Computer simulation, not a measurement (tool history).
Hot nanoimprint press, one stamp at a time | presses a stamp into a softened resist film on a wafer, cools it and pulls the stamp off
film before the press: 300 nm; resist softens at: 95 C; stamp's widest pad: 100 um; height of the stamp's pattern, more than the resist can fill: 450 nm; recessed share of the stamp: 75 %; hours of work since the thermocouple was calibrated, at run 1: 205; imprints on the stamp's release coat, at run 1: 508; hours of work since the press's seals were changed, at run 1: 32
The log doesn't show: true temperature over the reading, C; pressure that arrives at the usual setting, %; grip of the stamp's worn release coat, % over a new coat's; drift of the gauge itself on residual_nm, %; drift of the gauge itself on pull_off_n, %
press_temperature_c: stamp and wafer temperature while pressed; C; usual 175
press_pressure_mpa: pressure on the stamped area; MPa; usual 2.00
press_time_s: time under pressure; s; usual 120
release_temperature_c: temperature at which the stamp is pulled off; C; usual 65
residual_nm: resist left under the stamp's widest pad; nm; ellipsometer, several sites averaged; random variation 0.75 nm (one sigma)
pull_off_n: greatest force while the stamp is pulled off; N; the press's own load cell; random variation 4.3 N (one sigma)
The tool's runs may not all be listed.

run	hour	press_temperature_c	press_pressure_mpa	press_time_s	release_temperature_c	hours of work since the thermocouple was calibrated	imprints on the stamp's release coat	hours of work since the press's seals were changed	residual_nm	pull_off_n
1	0.0	175	2.00	120	65	205	508	32	120.9	233
2	7.6	175	2.00	89	65	209	542	36	131.7	236
3	13.2	175	2.00	120	65	212	568	39	120.9	237
4	19.1	175	2.00	120	65	216	595	43	121.4	240
5	22.9	175	2.00	120	65	218	612	45	119.5	232
6	32.0	175	2.00	120	65	223	654	50	120.1	231
7	37.2	175	2.78	120	65	226	678	53	98.3	244
8	43.4	171	3.09	120	65	230	706	57	109.4	247
9	47.1	182	1.85	120	65	232	723	59	96.6	232
10	53.8	166	1.42	190	54	236	753	63	177.2	273
11	60.5	175	2.00	79	54	240	784	67	137.0	273
12	67.9	175	2.00	79	54	244	818	71	137.4	292
13	73.1	175	2.00	79	54	247	842	74	136.0	279

Hidden state or all else? Some run-to-run changes of residual_nm, split into what the settings, what came in and random variation would give without the hidden state, and what is left for the hidden state (with any gauge scatter that isn't in both results):
Run 9 -> 10: press_temperature_c 182 -> 166, press_pressure_mpa 1.85 -> 1.42, press_time_s 120 -> 190, release_temperature_c 65 -> 54. residual_nm +80.6 nm: hidden state -3.7, all else +84.3.
